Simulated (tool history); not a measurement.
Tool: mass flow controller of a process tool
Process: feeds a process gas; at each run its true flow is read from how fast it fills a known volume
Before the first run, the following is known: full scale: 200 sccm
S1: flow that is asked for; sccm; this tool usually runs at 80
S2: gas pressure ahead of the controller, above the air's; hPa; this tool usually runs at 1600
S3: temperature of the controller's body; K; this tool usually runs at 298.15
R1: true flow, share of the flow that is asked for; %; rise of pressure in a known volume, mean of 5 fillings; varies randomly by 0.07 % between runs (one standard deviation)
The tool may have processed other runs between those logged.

run    hour   S1    S2      S3      R1
  1       0   80  1600  298.15   97.55
  2    52.4   80  1600  298.15   97.36
  3   150.7   80  1600  306.15   96.72
  4   268.5   80  2180  298.15    97.8
  5   344.2   80  2180  298.15   97.82
  6   436.8   58  1600  298.15    96.8
  7   502.3   58  1600  298.15    96.7
  8   602.6   80  1600  298.15   97.46
  9   693.2   80  1600  300.15   97.27
 10   753.8   80  1600  300.15   97.31
 11   817.2   80  1600  297.15   97.49
 12   897.6   80  1600  297.15   97.61
 13   974.3   80  1600  297.15   97.47
 14  1059.5   80  1600  297.15   97.45
 15  1169.2   80  1600  309.15   96.51
 16  1257.7   80  1600  309.15   96.35
 17  1368.6   80  1600  309.15   96.47
 18    1469   80  1600  309.15   96.35
 19  1582.1   80  1600  298.15   97.44
 20  1652.3   80  1600  298.15   97.52
 21  1721.6   80  1600  300.15   97.24
 22  1829.5   80  1600  300.15    97.4
 23  1879.7   80  1600  300.15   97.34
 24    1956   80  1600  300.15   97.34
 25    2015   33  1710  304.15   95.02
 26    2087   33  2430  297.15      96
 27  2157.5  151  1970  294.15   99.82
 28  2212.2  151  1970  294.15   99.96
 29  2300.8  151  1970  294.15   99.94
       2311  -- controller's zero set anew
 30  2402.6   79  2400  309.15   96.58
 31  2483.1  119  2210  293.15   99.24
 32  2569.9  119  2210  293.15   99.28
 33    2670  119  2210  293.15   99.39
     2718.8  -- controller's zero set anew, once more
 34  2730.7  119  2210  293.15  100.14
 35  2809.4  119  1560  313.15   97.62
 36  2862.1   33  2180  298.15   97.87
 37  2969.4   33  2180  298.15   97.94
 38  3045.5   27  1460  298.15   97.16
 39  3152.3   64  1550  307.15   97.36
 40  3223.4   80  1620  308.15    97.6
 41  3312.4   80  1620  308.15    97.6
 42  3365.2   80  1620  308.15    97.6
 43  3460.7   80  1620  308.15   97.65
 44  3575.9   80  1620  308.15   97.73
 45  3667.2   58  2340  312.15   97.34
 46  3757.6   43  2390  299.15   98.07
 47  3871.7   50  2760  294.15   98.94
 48  3982.8   50  2760  294.15   98.97

Some steps in R1, run to run, broken into two amounts with sign: the step expected even without the hidden condition (settings, incoming material, random variation), and the rest, left for the hidden condition together with whatever gauge scatter is not in both the measured and the hidden-condition-free result:
What the log doesn't record here: flow at rest that the sensor doesn't see, % of full scale; true flow over the shown one, %; drift of the gauge itself on true_pct, %.
Run 24 -> 25: S1 80 -> 33, S2 1600 -> 1710, S3 300.15 -> 304.15. R1 -2.32 %: hidden state -1.22, all else -1.1.
Run 26 -> 27: S1 33 -> 151, S2 2430 -> 1970, S3 297.15 -> 294.15. R1 +3.82 %: hidden state +1.67, all else +2.15.
Run 29 -> 30: S1 151 -> 79, S2 1970 -> 2400, S3 294.15 -> 309.15, controller's zero set anew. R1 -3.36 %: hidden state -0.78, all else -2.58.
Run 30 -> 31: S1 79 -> 119, S2 2400 -> 2210, S3 309.15 -> 293.15. R1 +2.66 %: hidden state +0.45, all else +2.21.
Run 33 -> 34: controller's zero set anew, once more. R1 +0.75 %: hidden state +0.88, all else -0.13.
